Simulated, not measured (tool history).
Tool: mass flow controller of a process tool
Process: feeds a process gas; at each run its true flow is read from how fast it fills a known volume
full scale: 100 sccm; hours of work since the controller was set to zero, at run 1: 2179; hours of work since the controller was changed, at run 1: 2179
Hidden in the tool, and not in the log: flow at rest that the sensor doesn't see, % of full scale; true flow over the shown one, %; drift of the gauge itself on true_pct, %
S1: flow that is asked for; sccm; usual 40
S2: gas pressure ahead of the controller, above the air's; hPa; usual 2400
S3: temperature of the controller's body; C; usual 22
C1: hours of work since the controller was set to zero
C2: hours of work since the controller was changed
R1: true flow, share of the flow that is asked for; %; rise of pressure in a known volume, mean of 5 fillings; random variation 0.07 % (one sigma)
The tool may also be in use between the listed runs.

run,hour,S1,S2,S3,C1,C2,R1
1,0,40,2400,22,2179,2179,100.08
2,129.7,40,2400,22,2268,2268,100.24
3,212.9,40,1690,22,2325,2325,99.69
4,267.6,40,2460,22,2363,2363,100.38
5,386.4,40,2460,22,2445,2445,100.36
6,452.8,40,2460,22,2490,2490,100.46
7,579.6,53,2040,30,2578,2578,99.61
# hour 590.9: controller's zero set anew
8,672,39,2560,30,56,2641,99.83
9,737.1,23,2000,22,101,2686,100.84
10,836.8,97,2000,24,169,2754,101.64

Forecast each of these 5 alternatives for the next run:
A,940.7,45,2150,32,241,2826,?
B,940.7,97,2470,30,241,2826,?
C,940.7,97,2000,23,241,2826,?
D,940.7,57,1690,31,241,2826,?
E,940.7,37,2220,38,241,2826,?

run,R1
A,99.93
B,101.36
C,101.63
D,99.58
E,98.95
Without the tool's hidden state the same runs would have given:
run,R1
A,97.72
B,99.73
C,100
D,97.59
E,96.51
